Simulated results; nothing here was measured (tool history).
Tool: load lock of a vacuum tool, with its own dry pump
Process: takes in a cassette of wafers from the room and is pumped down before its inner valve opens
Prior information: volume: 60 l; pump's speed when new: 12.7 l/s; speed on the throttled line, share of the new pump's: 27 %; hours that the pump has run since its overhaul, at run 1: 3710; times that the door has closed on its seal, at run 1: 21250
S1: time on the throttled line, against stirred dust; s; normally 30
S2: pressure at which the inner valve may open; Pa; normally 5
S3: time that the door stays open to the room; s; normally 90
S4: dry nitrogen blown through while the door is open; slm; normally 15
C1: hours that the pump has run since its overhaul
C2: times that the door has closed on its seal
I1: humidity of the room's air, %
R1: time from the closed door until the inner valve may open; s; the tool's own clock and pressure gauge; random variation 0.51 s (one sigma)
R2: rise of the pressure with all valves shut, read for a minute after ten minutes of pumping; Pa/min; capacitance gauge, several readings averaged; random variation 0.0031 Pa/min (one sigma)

Run 1, day 0: usual settings; C1 3710; C2 21250; I1 46.4. Result: R1 71.1 s, R2 0.156 Pa/min.
Run 2, day 2.962: usual settings but S3 99 s; C1 3781; C2 21542; I1 43.9. Result: R1 71.5 s, R2 0.156 Pa/min.
Run 3, day 5.875: usual settings but S3 99 s; C1 3851; C2 21829; I1 41.3. Result: R1 71.7 s, R2 0.149 Pa/min.
Run 4, day 8.958: usual settings but S3 99 s; C1 3925; C2 22133; I1 44.7. Result: R1 70.8 s, R2 0.162 Pa/min.
Run 5, day 13.154: usual settings; C1 4026; C2 22546; I1 42.8. Result: R1 71.4 s, R2 0.16 Pa/min.
Run 6, day 17.046: usual settings; C1 4119; C2 22930; I1 44.7. Result: R1 72.2 s, R2 0.167 Pa/min.
Run 7, day 21.829: usual settings; C1 4234; C2 23401; I1 44.3. Result: R1 71.8 s, R2 0.161 Pa/min.
Run 8, day 27.525: usual settings; C1 4371; C2 23963; I1 52.7. Result: R1 71.6 s, R2 0.181 Pa/min.
Run 9, day 31.304: usual settings; C1 4461; C2 24335; I1 44.9. Result: R1 71.8 s, R2 0.174 Pa/min.
Run 10, day 35.117: usual settings; C1 4553; C2 24710; I1 43.2. Result: R1 71.7 s, R2 0.17 Pa/min.
Run 11, day 38.617: usual settings; C1 4637; C2 25055; I1 46.6. Result: R1 72.1 s, R2 0.181 Pa/min.
Run 12, day 43.062: usual settings; C1 4744; C2 25493; I1 46.5. Result: R1 70.8 s, R2 0.182 Pa/min.
Run 13, day 46.683: usual settings; C1 4831; C2 25850; I1 42.6. Result: R1 71.4 s, R2 0.173 Pa/min.
Run 14, day 49.388: usual settings; C1 4895; C2 26116; I1 41.8. Result: R1 72.3 s, R2 0.179 Pa/min.
Run 15, day 54.096: usual settings; C1 5008; C2 26580; I1 44.7. Result: R1 72.2 s, R2 0.191 Pa/min.
Run 16, day 60.371: usual settings but S1 40 s; C1 5159; C2 27199; I1 45.9. Result: R1 79.3 s, R2 0.189 Pa/min.
Run 17, day 64.775: usual settings but S1 44 s, S2 4 Pa, S4 31 slm; C1 5265; C2 27632; I1 43.2. Result: R1 84.1 s, R2 0.175 Pa/min.
Run 18, day 67.971: usual settings but S1 44 s, S2 6 Pa, S4 31 slm; C1 5342; C2 27948; I1 43.9. Result: R1 82.3 s, R2 0.175 Pa/min.
Run 19, day 72.317: usual settings but S2 4 Pa, S3 123 s; C1 5446; C2 28376; I1 44.6. Result: R1 73.8 s, R2 0.211 Pa/min.
Run 20, day 75.254: usual settings but S3 44 s; C1 5516; C2 28665; I1 45.2. Result: R1 72.4 s, R2 0.178 Pa/min.
Run 21, day 80.892: usual settings but S3 44 s; C1 5652; C2 29221; I1 46.1. Result: R1 73.3 s, R2 0.177 Pa/min.
Run 22, day 83.85: usual settings but S1 21 s, S2 9 Pa, S4 26 slm; C1 5723; C2 29512; I1 47.5. Result: R1 65.1 s, R2 0.194 Pa/min.
Run 23, day 86.638: usual settings but S1 21 s, S2 9 Pa, S4 26 slm; C1 5789; C2 29787; I1 43.3. Result: R1 63.4 s, R2 0.194 Pa/min.
Run 24, day 89.5: usual settings but S1 21 s, S2 9 Pa, S4 26 slm; C1 5858; C2 30069; I1 44.1. Result: R1 62.9 s, R2 0.201 Pa/min.
Run 25, day 95.183: usual settings but S1 26 s, S2 6 Pa; C1 5995; C2 30629; I1 46.6. Result: R1 69.7 s, R2 0.215 Pa/min.
Run 26, day 101.192: usual settings but S1 49 s, S2 9 Pa, S3 217 s, S4 10 slm; C1 6139; C2 31221; I1 46.4. Result: R1 82 s, R2 0.286 Pa/min.
Run 27, day 103.883: usual settings but S1 23 s, S3 91 s; C1 6203; C2 31486; I1 45.4. Result: R1 68.6 s, R2 0.224 Pa/min.
Run 28, day 106.596: usual settings but S1 23 s, S2 4 Pa, S3 91 s; C1 6269; C2 31753; I1 44.7. Result: R1 69.6 s, R2 0.227 Pa/min.
Run 29, day 112.908: usual settings but S1 36 s, S2 6 Pa, S3 39 s, S4 31 slm; C1 6420; C2 32375; I1 42.1. Result: R1 77.1 s, R2 0.189 Pa/min.

Measured minus without-hidden-state, run by run (identical run-to-run variation in each term; gauge scatter may differ):
The hidden state here: pump's speed, % of a new pump's; leak at the door's seal, Pa l/s; drift of the gauge itself on ready_s, %; drift of the gauge itself on rise_pa_min, %.
run    R1      R2
  1  +2.4   +0.08
  2  +2.5  +0.082
  3  +2.5  +0.084
  4  +2.6  +0.086
  5  +2.7  +0.089
  6  +2.7  +0.091
  7  +2.8  +0.092
  8  +2.9  +0.098
  9  +2.9    +0.1
 10    +3    +0.1
 11  +3.1  +0.104
 12  +3.1  +0.109
 13  +3.2  +0.107
 14  +3.3  +0.113
 15  +3.4  +0.115
 16  +3.3  +0.119
 17  +3.3  +0.122
 18  +3.2  +0.123
 19  +3.7  +0.127
 20  +3.8  +0.131
 21  +3.8  +0.135
 22  +3.8  +0.135
 23  +3.8  +0.137
 24  +3.8  +0.139
 25  +4.1  +0.143
 26  +3.3  +0.148
 27  +4.4   +0.15
 28  +4.6  +0.153
 29  +4.1  +0.159
